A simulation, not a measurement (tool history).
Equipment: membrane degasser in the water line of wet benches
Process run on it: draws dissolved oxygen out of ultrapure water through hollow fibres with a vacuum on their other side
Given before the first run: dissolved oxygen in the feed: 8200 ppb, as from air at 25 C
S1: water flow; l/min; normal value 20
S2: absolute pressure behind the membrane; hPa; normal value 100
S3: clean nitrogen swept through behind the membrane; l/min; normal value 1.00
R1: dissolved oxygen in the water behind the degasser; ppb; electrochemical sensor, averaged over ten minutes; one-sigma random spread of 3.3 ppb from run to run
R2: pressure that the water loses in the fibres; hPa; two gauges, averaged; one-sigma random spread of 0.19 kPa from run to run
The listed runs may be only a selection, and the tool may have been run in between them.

run	hour	S1	S2	S3	R1	R2
1	0.0	20	100	1.00	337.7	372.1
2	53.5	20	100	1.00	327.9	369.7
3	107.0	20	100	1.00	326.9	367.8
4	157.8	20	100	1.00	333.4	366.7
5	180.0	14	100	1.00	224.3	257.0
6	230.4	14	100	1.00	227.2	259.5
7	279.7	14	100	1.00	228.5	255.9
8	329.3	14	100	1.00	223.3	258.6
9	354.9	14	100	1.00	226.0	258.5
10	400.2	14	100	1.00	223.7	254.7
11	424.2	14	100	0.49	410.7	256.0
12	461.8	20	100	1.00	332.3	366.7
13	505.6	20	100	1.00	332.7	367.3
14	550.9	20	100	1.00	332.6	363.9
15	589.8	20	100	1.00	333.0	365.6
16	643.9	20	100	1.63	225.5	365.3
17	674.1	20	114	1.84	243.3	364.6
18	721.0	20	100	2.80	153.4	366.5
19	767.0	30	100	2.80	273.3	544.9
20	802.1	23	103	1.87	251.6	420.9
21	852.5	23	103	1.87	251.4	418.4
22	893.3	23	103	1.87	252.4	415.3
23	927.3	23	103	1.87	252.9	415.2
24	967.0	15	100	1.00	240.9	268.8
25	1000.5	15	148	1.00	397.8	270.9

Predict the results of run 26:
26	1043.3	15	148	1.00	?	?

{"run 26": {"R1": 387.7, "R2": 269.5}}
Take away the tool's hidden state, keep the run-to-run variation as it was, and the same run would have given R1 387.6 ppb, R2 275.9 hPa.
